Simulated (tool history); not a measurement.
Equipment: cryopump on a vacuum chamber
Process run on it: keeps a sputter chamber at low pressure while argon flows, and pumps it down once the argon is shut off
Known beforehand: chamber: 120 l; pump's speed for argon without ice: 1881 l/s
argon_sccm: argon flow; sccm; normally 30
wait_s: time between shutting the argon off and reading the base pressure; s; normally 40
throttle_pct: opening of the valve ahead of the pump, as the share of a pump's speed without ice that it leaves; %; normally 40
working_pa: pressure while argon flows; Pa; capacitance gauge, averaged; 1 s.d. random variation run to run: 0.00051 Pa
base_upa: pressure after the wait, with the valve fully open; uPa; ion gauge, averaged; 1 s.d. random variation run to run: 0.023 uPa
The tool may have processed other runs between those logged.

| run | hour | argon_sccm | wait_s | throttle_pct | working_pa | base_upa |
|---|---|---|---|---|---|---|
| 1 | 0.0 | 30 | 40 | 40 | 0.0703 | 2.56 |
| 2 | 12.2 | 30 | 40 | 32 | 0.0877 | 2.61 |
| 3 | 23.8 | 30 | 40 | 32 | 0.0878 | 2.65 |
| 4 | 36.2 | 46 | 40 | 40 | 0.1085 | 2.62 |
| 5 | 60.0 | 46 | 40 | 40 | 0.1078 | 2.57 |
| 6 | 74.8 | 12 | 40 | 40 | 0.0278 | 2.59 |
| 7 | 99.8 | 12 | 40 | 40 | 0.0286 | 2.68 |
| 8 | 122.6 | 30 | 40 | 40 | 0.0707 | 2.71 |
| 9 | 141.0 | 30 | 40 | 40 | 0.0713 | 2.67 |
| 10 | 165.3 | 30 | 40 | 40 | 0.0719 | 2.73 |
| 11 | 177.5 | 30 | 40 | 40 | 0.0717 | 2.76 |
| 12 | 190.0 | 30 | 40 | 40 | 0.0711 | 2.86 |
| 13 | 214.0 | 30 | 41 | 40 | 0.0713 | 2.78 |
| 14 | 230.2 | 30 | 40 | 38 | 0.0754 | 2.87 |
| 15 | 254.4 | 30 | 40 | 38 | 0.0751 | 2.85 |
| 16 | 280.0 | 30 | 40 | 38 | 0.0746 | 2.85 |
| 17 | 305.6 | 30 | 40 | 38 | 0.0756 | 2.87 |
|  | 324.5 | pump warmed up, emptied and cooled again |
| 18 | 328.8 | 30 | 40 | 57 | 0.0463 | 2.67 |
| 19 | 347.9 | 49 | 26 | 22 | 0.2012 | 3.02 |

Expected results for the next run?
| 20 | 369.5 | 32 | 221 | 58 | ? | ? |

{"run 20": {"working_pa": 0.0498, "base_upa": 2.11}}
Minus the tool's unlogged condition, the same run would have read working_pa 0.0494 Pa, base_upa 0.24 uPa.

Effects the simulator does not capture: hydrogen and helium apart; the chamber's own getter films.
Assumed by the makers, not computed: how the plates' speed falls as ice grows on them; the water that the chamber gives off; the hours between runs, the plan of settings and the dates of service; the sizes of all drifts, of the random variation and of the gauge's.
